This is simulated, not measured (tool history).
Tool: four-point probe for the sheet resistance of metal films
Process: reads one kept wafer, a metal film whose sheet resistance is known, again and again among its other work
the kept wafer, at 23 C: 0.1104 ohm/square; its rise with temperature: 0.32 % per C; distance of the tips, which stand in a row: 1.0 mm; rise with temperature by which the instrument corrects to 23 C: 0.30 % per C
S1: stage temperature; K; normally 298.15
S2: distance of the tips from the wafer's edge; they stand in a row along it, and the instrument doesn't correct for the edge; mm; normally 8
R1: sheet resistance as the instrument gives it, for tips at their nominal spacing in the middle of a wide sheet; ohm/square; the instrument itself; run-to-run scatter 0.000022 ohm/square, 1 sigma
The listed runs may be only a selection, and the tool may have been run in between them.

| run | hour | S1 | S2 | R1 |
|---|---|---|---|---|
| 1 | 0 | 298.15 | 8 | 0.111121 |
| 2 | 54.3 | 298.15 | 8 | 0.111071 |
| 3 | 125.1 | 298.15 | 8 | 0.111068 |
| 4 | 173.6 | 298.15 | 8 | 0.111073 |
| 5 | 216 | 297.15 | 8 | 0.111092 |
| 6 | 280.2 | 297.15 | 8 | 0.111109 |
| 7 | 315.9 | 297.15 | 8 | 0.111103 |
| 8 | 357.8 | 297.15 | 8 | 0.111103 |
| 9 | 429.6 | 297.15 | 8 | 0.11112 |
| 10 | 479 | 304.15 | 8 | 0.111313 |
| 11 | 532.9 | 296.15 | 13 | 0.110531 |
| 12 | 581.4 | 308.15 | 5 | 0.11279 |
| 13 | 651.4 | 305.15 | 44 | 0.110435 |
| 14 | 685.4 | 292.15 | 7 | 0.111302 |
| 15 | 752.4 | 292.15 | 66 | 0.110129 |
| 16 | 799.3 | 303.15 | 13 | 0.110764 |
| 17 | 872.1 | 302.15 | 13 | 0.110732 |
| 18 | 946.9 | 297.15 | 20 | 0.110427 |
| 19 | 991.4 | 293.15 | 7 | 0.111364 |

5 options for the next run, each taken on its own from the tool as it stands now. Forecast them:
| A | 1058.1 | 292.15 | 22 | ? |
| B | 1058.1 | 306.15 | 4 | ? |
| C | 1058.1 | 294.15 | 60 | ? |
| D | 1058.1 | 294.15 | 49 | ? |
| E | 1058.1 | 293.15 | 3 | ? |

| run | R1 |
|---|---|
| A | 0.110322 |
| B | 0.114072 |
| C | 0.110212 |
| D | 0.110224 |
| E | 0.116414 |
Take away the tool's hidden state, keep each run's random variation, and the runs would have read:
| run | R1 |
|---|---|
| A | 0.110447 |
| B | 0.114206 |
| C | 0.110337 |
| D | 0.110349 |
| E | 0.116544 |
